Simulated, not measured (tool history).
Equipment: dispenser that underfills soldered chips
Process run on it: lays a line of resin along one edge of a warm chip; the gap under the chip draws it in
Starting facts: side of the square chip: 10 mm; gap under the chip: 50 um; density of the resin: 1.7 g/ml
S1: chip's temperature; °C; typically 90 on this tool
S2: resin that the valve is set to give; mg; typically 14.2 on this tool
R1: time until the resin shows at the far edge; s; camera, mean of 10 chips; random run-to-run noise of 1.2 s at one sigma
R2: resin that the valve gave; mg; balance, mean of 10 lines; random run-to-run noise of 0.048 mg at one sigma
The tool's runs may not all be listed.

run     day   S1    S2     R1     R2
  1       0   90  14.2  123.1  13.96
      0.383  -- new syringe of resin
  2   0.612   90  14.2  151.1  13.82
      0.775  -- new syringe of resin
  3   0.946   90  14.2  144.7  13.82
      1.162  -- new syringe of resin
      1.529  -- new syringe of resin
  4   1.529   90  14.2    123  13.76
      1.929  -- new syringe of resin
  5   2.158   90  14.2  151.2  13.77
        2.3  -- new syringe of resin
  6    2.65   90  14.2  167.4  13.65
      2.721  -- new syringe of resin
       2.85  -- dispensing valve cleaned and set on the balance
      3.171  -- new syringe of resin
  7   3.175   90  14.2  120.8  14.21
      3.538  -- new syringe of resin
  8   3.538   90  14.2  125.1  13.98
      3.946  -- new syringe of resin
  9   4.038   90  14.2  133.1  14.06
      4.317  -- new syringe of resin
 10   4.579   88  14.2  167.6  14.05
      4.704  -- new syringe of resin
      5.104  -- new syringe of resin
 11   5.112   90  18.5  122.7  18.14
      5.488  -- new syringe of resin
 12   5.742   90  18.5  153.8  18.23
      5.867  -- new syringe of resin
 13   6.038   90  18.5  142.6  18.07
       6.25  -- new syringe of resin
      6.638  -- new syringe of resin
 14   6.638   90  18.5  122.1  18.05
 15   6.925   90  16.9  156.9  16.47
      7.025  -- new syringe of resin
      7.388  -- new syringe of resin
 16   7.496   90  14.2  134.2  13.86
      7.754  -- new syringe of resin
 17   8.058   79  14.3  258.2  13.85
      8.121  -- new syringe of resin
      8.488  -- new syringe of resin
 18   8.488   86  13.8  144.6   13.4
      8.883  -- new syringe of resin
      9.133  -- dispensing valve cleaned and set on the balance
 19   9.154  101  13.5  100.3  13.47
      9.317  -- new syringe of resin
      9.712  -- new syringe of resin
 20   9.733  101  13.5   83.4  13.48
     10.117  -- new syringe of resin
 21  10.392  101  13.5  107.6  13.33
     10.508  -- new syringe of resin
 22  10.692  101  13.5   98.5  13.43
     10.921  -- new syringe of resin
 23  11.079   78  14.7  234.9  14.55
     11.308  -- new syringe of resin
     11.683  -- new syringe of resin
 24   11.75   84  14.5  170.8  14.34
     12.071  -- new syringe of resin
 25  12.138   84  14.5  170.6  14.29
     12.492  -- new syringe of resin
 26  12.546  103    18   81.2   17.6
     12.883  -- new syringe of resin
 27  13.021  103    18   86.9  17.74
       13.3  -- new syringe of resin
     13.688  -- new syringe of resin
 28  13.688  103    18   75.9  17.55

Predict the results of run 29:
      14.05  -- new syringe of resin
 29  14.329  84  14.7   ?   ?

Run 29 came out at R1 207.5 s, R2 14.29 mg.
Were there no unlogged condition in the tool, this run, its random variation unchanged, would have produced R1 152.5 s, R2 14.73 mg.

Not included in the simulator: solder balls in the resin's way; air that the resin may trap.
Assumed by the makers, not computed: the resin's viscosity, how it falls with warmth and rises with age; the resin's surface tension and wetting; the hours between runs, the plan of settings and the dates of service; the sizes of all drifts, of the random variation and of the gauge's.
